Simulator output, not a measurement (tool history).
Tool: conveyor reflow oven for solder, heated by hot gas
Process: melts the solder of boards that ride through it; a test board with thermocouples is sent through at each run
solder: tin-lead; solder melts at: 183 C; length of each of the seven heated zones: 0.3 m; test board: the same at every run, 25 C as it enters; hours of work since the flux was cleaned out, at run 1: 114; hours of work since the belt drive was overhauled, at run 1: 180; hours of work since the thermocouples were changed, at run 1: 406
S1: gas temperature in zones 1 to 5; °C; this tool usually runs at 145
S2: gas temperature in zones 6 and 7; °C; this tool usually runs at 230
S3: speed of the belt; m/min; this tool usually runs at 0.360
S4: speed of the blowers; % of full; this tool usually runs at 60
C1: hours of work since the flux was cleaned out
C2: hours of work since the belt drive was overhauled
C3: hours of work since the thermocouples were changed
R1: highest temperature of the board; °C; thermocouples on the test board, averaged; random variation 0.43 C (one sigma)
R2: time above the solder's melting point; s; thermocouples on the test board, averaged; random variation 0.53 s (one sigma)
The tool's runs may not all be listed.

{"run": 1, "hour": 0.0, "S1": 145, "S2": 230, "S3": 0.36, "S4": 60, "C1": 114, "C2": 180, "C3": 406, "R1": 212.6, "R2": 73.9}
{"run": 2, "hour": 17.8, "S1": 149, "S2": 230, "S3": 0.36, "S4": 60, "C1": 128, "C2": 194, "C3": 420, "R1": 213.3, "R2": 76.0}
{"run": 3, "hour": 32.4, "S1": 149, "S2": 230, "S3": 0.36, "S4": 60, "C1": 139, "C2": 205, "C3": 431, "R1": 212.5, "R2": 75.9}
{"run": 4, "hour": 46.3, "S1": 157, "S2": 230, "S3": 0.36, "S4": 60, "C1": 150, "C2": 216, "C3": 441, "R1": 215.0, "R2": 83.4}
{"run": 5, "hour": 65.2, "S1": 157, "S2": 230, "S3": 0.36, "S4": 60, "C1": 164, "C2": 230, "C3": 456, "R1": 214.5, "R2": 82.8}
{"run": 6, "hour": 79.4, "S1": 145, "S2": 230, "S3": 0.36, "S4": 60, "C1": 175, "C2": 241, "C3": 466, "R1": 212.5, "R2": 72.5}
{"run": 7, "hour": 99.7, "S1": 145, "S2": 230, "S3": 0.36, "S4": 60, "C1": 190, "C2": 256, "C3": 482, "R1": 211.7, "R2": 73.1}
{"run": 8, "hour": 115.9, "S1": 145, "S2": 230, "S3": 0.36, "S4": 60, "C1": 202, "C2": 268, "C3": 494, "R1": 211.1, "R2": 72.3}
{"run": 9, "hour": 127.9, "S1": 145, "S2": 230, "S3": 0.36, "S4": 60, "C1": 211, "C2": 277, "C3": 503, "R1": 211.7, "R2": 71.5}
{"run": 10, "hour": 141.2, "S1": 145, "S2": 230, "S3": 0.296, "S4": 60, "C1": 221, "C2": 287, "C3": 513, "R1": 216.9, "R2": 98.7}
{"run": 11, "hour": 152.0, "S1": 134, "S2": 230, "S3": 0.36, "S4": 60, "C1": 230, "C2": 296, "C3": 521, "R1": 209.0, "R2": 63.0}
{"run": 12, "hour": 160.5, "S1": 134, "S2": 230, "S3": 0.36, "S4": 60, "C1": 236, "C2": 302, "C3": 528, "R1": 209.0, "R2": 63.9}
{"run": 13, "hour": 178.7, "S1": 145, "S2": 230, "S3": 0.36, "S4": 60, "C1": 250, "C2": 316, "C3": 541, "R1": 210.9, "R2": 72.2}
{"run": 14, "hour": 187.7, "S1": 145, "S2": 223, "S3": 0.36, "S4": 60, "C1": 257, "C2": 323, "C3": 548, "R1": 204.5, "R2": 64.1}
{"run": 15, "hour": 200.0, "S1": 145, "S2": 230, "S3": 0.36, "S4": 60, "C1": 266, "C2": 332, "C3": 558, "R1": 210.9, "R2": 71.0}
{"run": 16, "hour": 217.8, "S1": 145, "S2": 230, "S3": 0.36, "S4": 60, "C1": 279, "C2": 345, "C3": 571, "R1": 210.9, "R2": 71.7}
{"run": 17, "hour": 232.2, "S1": 145, "S2": 223, "S3": 0.41, "S4": 60, "C1": 290, "C2": 356, "C3": 582, "R1": 200.6, "R2": 48.0}
{"hour": 249.1, "done": "flux residue cleaned out of gas plates and filters"}
{"run": 18, "hour": 249.3, "S1": 146, "S2": 223, "S3": 0.32, "S4": 71, "C1": 0, "C2": 365, "C3": 591, "R1": 212.5, "R2": 87.2}
{"run": 19, "hour": 262.5, "S1": 146, "S2": 236, "S3": 0.32, "S4": 71, "C1": 10, "C2": 375, "C3": 601, "R1": 223.9, "R2": 96.9}
{"run": 20, "hour": 281.8, "S1": 146, "S2": 236, "S3": 0.32, "S4": 71, "C1": 25, "C2": 390, "C3": 616, "R1": 224.1, "R2": 97.4}
{"hour": 286.7, "done": "thermocouples of zones 6 and 7 changed"}
{"run": 21, "hour": 296.8, "S1": 141, "S2": 230, "S3": 0.407, "S4": 60, "C1": 35, "C2": 400, "C3": 8, "R1": 209.4, "R2": 59.9}
{"run": 22, "hour": 312.0, "S1": 140, "S2": 230, "S3": 0.36, "S4": 60, "C1": 46, "C2": 411, "C3": 19, "R1": 214.1, "R2": 73.0}
{"run": 23, "hour": 332.3, "S1": 140, "S2": 230, "S3": 0.36, "S4": 86, "C1": 62, "C2": 427, "C3": 35, "R1": 219.3, "R2": 80.8}
{"run": 24, "hour": 340.7, "S1": 140, "S2": 230, "S3": 0.414, "S4": 65, "C1": 68, "C2": 433, "C3": 41, "R1": 209.7, "R2": 58.8}
{"run": 25, "hour": 359.1, "S1": 153, "S2": 244, "S3": 0.36, "S4": 53, "C1": 82, "C2": 447, "C3": 55, "R1": 225.7, "R2": 90.4}
{"run": 26, "hour": 370.2, "S1": 148, "S2": 219, "S3": 0.36, "S4": 60, "C1": 90, "C2": 456, "C3": 63, "R1": 205.7, "R2": 66.7}
{"run": 27, "hour": 382.8, "S1": 158, "S2": 219, "S3": 0.36, "S4": 60, "C1": 100, "C2": 465, "C3": 73, "R1": 207.2, "R2": 75.7}
{"run": 28, "hour": 402.2, "S1": 150, "S2": 230, "S3": 0.36, "S4": 60, "C1": 114, "C2": 480, "C3": 87, "R1": 214.7, "R2": 79.1}
{"run": 29, "hour": 416.6, "S1": 150, "S2": 230, "S3": 0.36, "S4": 60, "C1": 125, "C2": 491, "C3": 98, "R1": 214.7, "R2": 80.5}
{"run": 30, "hour": 431.2, "S1": 145, "S2": 230, "S3": 0.36, "S4": 85, "C1": 136, "C2": 502, "C3": 109, "R1": 218.7, "R2": 82.3}

Here are 4 independent what-if runs from the current tool condition. What would each one return?
{"run": "A", "hour": 445.6, "S1": 145, "S2": 230, "S3": 0.349, "S4": 60, "C1": 147, "C2": 513, "C3": 120, "R1": "?", "R2": "?"}
{"run": "B", "hour": 445.6, "S1": 135, "S2": 230, "S3": 0.38, "S4": 73, "C1": 147, "C2": 513, "C3": 120, "R1": "?", "R2": "?"}
{"run": "C", "hour": 445.6, "S1": 150, "S2": 229, "S3": 0.316, "S4": 60, "C1": 147, "C2": 513, "C3": 120, "R1": "?", "R2": "?"}
{"run": "D", "hour": 445.6, "S1": 154, "S2": 236, "S3": 0.36, "S4": 60, "C1": 147, "C2": 513, "C3": 120, "R1": "?", "R2": "?"}

run=A R1=213.9 R2=78.8
run=B R1=213.2 R2=66.1
run=C R1=216.9 R2=94.7
run=D R1=220.6 R2=86.4
The same runs, with their run-to-run variation unchanged, on a tool lacking any hidden condition would have given:
run=A R1=215.3 R2=79.4
run=B R1=214.9 R2=67.3
run=C R1=218.2 R2=94.8
run=D R1=222.0 R2=86.4
